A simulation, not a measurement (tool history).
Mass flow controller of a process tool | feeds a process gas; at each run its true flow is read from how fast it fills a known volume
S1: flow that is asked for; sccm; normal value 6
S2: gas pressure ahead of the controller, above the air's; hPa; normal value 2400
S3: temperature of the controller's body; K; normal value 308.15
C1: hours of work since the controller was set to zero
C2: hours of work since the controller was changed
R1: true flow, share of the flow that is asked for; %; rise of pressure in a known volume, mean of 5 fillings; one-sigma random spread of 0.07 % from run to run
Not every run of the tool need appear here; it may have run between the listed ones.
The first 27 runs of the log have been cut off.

Run 28, hour 6056.1: usual settings but S1 10 sccm, S2 1660 hPa, S3 306.15 K; C1 4625; C2 4625. Result: R1 97.85 %.
Run 29, hour 6255.6: usual settings but S1 7 sccm, S2 2770 hPa, S3 302.15 K; C1 4726; C2 4726. Result: R1 97.8 %.
Run 30, hour 6401.4: usual settings but S1 7 sccm, S2 2770 hPa, S3 300.15 K; C1 4799; C2 4799. Result: R1 97.82 %.
Run 31, hour 6604.5: usual settings but S1 3 sccm, S2 1530 hPa, S3 300.15 K; C1 4901; C2 4901. Result: R1 97.13 %.
Run 32, hour 6775.2: usual settings but S1 19 sccm, S2 2300 hPa, S3 311.15 K; C1 4987; C2 4987. Result: R1 99.5 %.
Run 33, hour 7006.9: usual settings but S1 5 sccm, S2 1850 hPa, S3 295.15 K; C1 5104; C2 5104. Result: R1 97.5 %.
Run 34, hour 7189.1: usual settings but S1 7 sccm, S2 1850 hPa, S3 296.15 K; C1 5195; C2 5195. Result: R1 97.9 %.
Run 35, hour 7369.4: usual settings but S1 7 sccm, S2 1590 hPa; C1 5286; C2 5286. Result: R1 97.39 %.
Run 36, hour 7667.9: usual settings but S1 16 sccm, S2 1470 hPa, S3 302.15 K; C1 5436; C2 5436. Result: R1 99.08 %.
Run 37, hour 7898.9: usual settings but S1 9 sccm, S2 2700 hPa; C1 5552; C2 5552. Result: R1 98.01 %.
Run 38, hour 8186: usual settings but S1 9 sccm, S2 2700 hPa; C1 5697; C2 5697. Result: R1 97.9 %.

Run 39 has not been measured yet. What should we expect?
Run 39, hour 8390.8: usual settings but S1 17 sccm, S2 2700 hPa, S3 305.15 K; C1 5800; C2 5800. Result: R1 ?.

{"run 39": {"R1": 99.36}}
Minus the tool's unlogged condition, the same run would have read R1 99.37 %.
